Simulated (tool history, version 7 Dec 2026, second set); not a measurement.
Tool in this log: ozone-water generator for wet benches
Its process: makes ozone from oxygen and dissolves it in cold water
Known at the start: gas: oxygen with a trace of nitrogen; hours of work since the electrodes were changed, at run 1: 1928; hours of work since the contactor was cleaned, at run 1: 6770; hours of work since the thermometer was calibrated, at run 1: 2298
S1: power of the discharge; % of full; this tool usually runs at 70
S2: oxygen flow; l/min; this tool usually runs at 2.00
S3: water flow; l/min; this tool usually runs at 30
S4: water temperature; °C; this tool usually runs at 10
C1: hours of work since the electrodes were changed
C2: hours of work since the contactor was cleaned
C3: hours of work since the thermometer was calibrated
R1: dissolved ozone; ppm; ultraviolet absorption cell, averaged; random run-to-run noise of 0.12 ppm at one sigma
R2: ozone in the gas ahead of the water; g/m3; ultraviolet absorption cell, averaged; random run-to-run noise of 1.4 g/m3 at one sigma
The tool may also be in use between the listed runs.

{"run": 1, "hour": 0.0, "S1": 70, "S2": 2.0, "S3": 30, "S4": 10, "C1": 1928, "C2": 6770, "C3": 2298, "R1": 10.9, "R2": 262.5}
{"run": 2, "hour": 38.7, "S1": 54, "S2": 2.0, "S3": 30, "S4": 10, "C1": 1961, "C2": 6803, "C3": 2331, "R1": 9.3, "R2": 224.7}
{"run": 3, "hour": 89.8, "S1": 60, "S2": 2.0, "S3": 30, "S4": 10, "C1": 2004, "C2": 6847, "C3": 2374, "R1": 10.1, "R2": 238.1}
{"run": 4, "hour": 127.3, "S1": 70, "S2": 1.93, "S3": 30, "S4": 10, "C1": 2036, "C2": 6879, "C3": 2406, "R1": 10.9, "R2": 267.7}
{"run": 5, "hour": 172.5, "S1": 70, "S2": 1.93, "S3": 30, "S4": 10, "C1": 2075, "C2": 6917, "C3": 2445, "R1": 10.6, "R2": 267.9}
{"run": 6, "hour": 235.1, "S1": 70, "S2": 1.93, "S3": 30, "S4": 7, "C1": 2128, "C2": 6971, "C3": 2498, "R1": 11.0, "R2": 267.1}
{"run": 7, "hour": 298.1, "S1": 70, "S2": 1.93, "S3": 30, "S4": 7, "C1": 2182, "C2": 7024, "C3": 2552, "R1": 10.7, "R2": 267.1}
{"run": 8, "hour": 337.5, "S1": 70, "S2": 1.93, "S3": 30, "S4": 7, "C1": 2216, "C2": 7058, "C3": 2586, "R1": 10.8, "R2": 267.7}
{"run": 9, "hour": 411.6, "S1": 70, "S2": 1.93, "S3": 30, "S4": 7, "C1": 2279, "C2": 7121, "C3": 2649, "R1": 10.8, "R2": 265.9}
{"run": 10, "hour": 457.1, "S1": 70, "S2": 1.93, "S3": 30, "S4": 7, "C1": 2318, "C2": 7160, "C3": 2688, "R1": 11.0, "R2": 264.1}
{"run": 11, "hour": 531.3, "S1": 70, "S2": 3.22, "S3": 30, "S4": 10, "C1": 2381, "C2": 7223, "C3": 2751, "R1": 11.4, "R2": 186.6}
{"run": 12, "hour": 590.0, "S1": 70, "S2": 3.22, "S3": 30, "S4": 10, "C1": 2431, "C2": 7273, "C3": 2801, "R1": 11.5, "R2": 190.9}
{"run": 13, "hour": 666.7, "S1": 70, "S2": 3.22, "S3": 30, "S4": 10, "C1": 2496, "C2": 7339, "C3": 2867, "R1": 11.4, "R2": 188.6}
{"run": 14, "hour": 719.5, "S1": 70, "S2": 3.22, "S3": 30, "S4": 10, "C1": 2541, "C2": 7384, "C3": 2912, "R1": 11.4, "R2": 186.7}
{"run": 15, "hour": 788.8, "S1": 70, "S2": 2.98, "S3": 30, "S4": 10, "C1": 2600, "C2": 7443, "C3": 2971, "R1": 11.2, "R2": 199.0}
{"hour": 802.2, "done": "contactor cleaned"}
{"run": 16, "hour": 854.3, "S1": 53, "S2": 2.98, "S3": 30, "S4": 10, "C1": 2653, "C2": 44, "C3": 3023, "R1": 10.3, "R2": 167.6}
{"hour": 861.1, "done": "water thermometer calibrated"}
{"run": 17, "hour": 911.3, "S1": 53, "S2": 2.98, "S3": 42, "S4": 10, "C1": 2701, "C2": 93, "C3": 43, "R1": 7.5, "R2": 167.9}
{"run": 18, "hour": 977.0, "S1": 53, "S2": 2.98, "S3": 42, "S4": 10, "C1": 2757, "C2": 149, "C3": 99, "R1": 7.4, "R2": 166.8}
{"run": 19, "hour": 1022.1, "S1": 86, "S2": 2.98, "S3": 42, "S4": 6, "C1": 2796, "C2": 187, "C3": 137, "R1": 10.2, "R2": 221.6}
{"run": 20, "hour": 1067.9, "S1": 57, "S2": 2.98, "S3": 19, "S4": 6, "C1": 2835, "C2": 226, "C3": 176, "R1": 17.0, "R2": 175.7}
{"run": 21, "hour": 1127.3, "S1": 86, "S2": 2.0, "S3": 30, "S4": 13, "C1": 2885, "C2": 277, "C3": 227, "R1": 12.7, "R2": 289.4}
{"hour": 1189.9, "done": "water thermometer calibrated, once more"}
{"run": 22, "hour": 1205.8, "S1": 57, "S2": 1.21, "S3": 30, "S4": 13, "C1": 2952, "C2": 343, "C3": 14, "R1": 9.2, "R2": 317.6}
{"run": 23, "hour": 1268.6, "S1": 57, "S2": 1.11, "S3": 27, "S4": 13, "C1": 3005, "C2": 397, "C3": 67, "R1": 9.9, "R2": 339.5}
{"run": 24, "hour": 1317.1, "S1": 57, "S2": 1.11, "S3": 27, "S4": 13, "C1": 3047, "C2": 438, "C3": 109, "R1": 9.7, "R2": 336.7}
{"run": 25, "hour": 1391.0, "S1": 70, "S2": 2.4, "S3": 40, "S4": 10, "C1": 3110, "C2": 501, "C3": 172, "R1": 8.7, "R2": 224.8}
{"run": 26, "hour": 1459.9, "S1": 70, "S2": 1.05, "S3": 30, "S4": 7, "C1": 3169, "C2": 560, "C3": 230, "R1": 9.8, "R2": 395.7}
{"run": 27, "hour": 1533.7, "S1": 70, "S2": 2.0, "S3": 19, "S4": 10, "C1": 3232, "C2": 623, "C3": 293, "R1": 17.5, "R2": 257.3}
{"run": 28, "hour": 1588.6, "S1": 70, "S2": 2.0, "S3": 19, "S4": 10, "C1": 3278, "C2": 670, "C3": 340, "R1": 17.7, "R2": 255.0}
{"run": 29, "hour": 1660.7, "S1": 41, "S2": 1.99, "S3": 19, "S4": 10, "C1": 3340, "C2": 731, "C3": 402, "R1": 12.7, "R2": 188.8}
{"run": 30, "hour": 1697.8, "S1": 79, "S2": 2.89, "S3": 30, "S4": 5, "C1": 3372, "C2": 763, "C3": 433, "R1": 13.3, "R2": 214.5}
{"run": 31, "hour": 1734.8, "S1": 89, "S2": 1.14, "S3": 19, "S4": 6, "C1": 3403, "C2": 795, "C3": 465, "R1": 18.5, "R2": 427.8}
{"run": 32, "hour": 1784.6, "S1": 89, "S2": 1.14, "S3": 19, "S4": 6, "C1": 3446, "C2": 837, "C3": 507, "R1": 18.6, "R2": 426.4}

Hidden state or all else? Some run-to-run changes of R1, split into what the settings, what came in and random variation would give without the hidden state, and what is left for the hidden state (with any gauge scatter that isn't in both results):
Hidden state at play: yield of the discharge, % of new electrodes'; contactor's efficiency, % of a clean one's; true water temperature over the reading, C; drift of the gauge itself on ozone_ppm, %; drift of the gauge itself on gas_g_m3, %.
Run 15 -> 16: S1 70 -> 53, contactor cleaned. R1 -0.9 ppm: hidden state +1.0, all else -1.9.
Run 19 -> 20: S1 86 -> 57, S3 42 -> 19. R1 +6.8 ppm: hidden state -0.3, all else +7.1.
Run 26 -> 27: S2 1.05 -> 2.00, S3 30 -> 19, S4 7 -> 10. R1 +7.7 ppm: hidden state -0.4, all else +8.1.
Run 28 -> 29: S1 70 -> 41, S2 2.00 -> 1.99. R1 -5.0 ppm: hidden state +0.4, all else -5.4.
Run 30 -> 31: S1 79 -> 89, S2 2.89 -> 1.14, S3 30 -> 19, S4 5 -> 6. R1 +5.2 ppm: hidden state -0.4, all else +5.6.
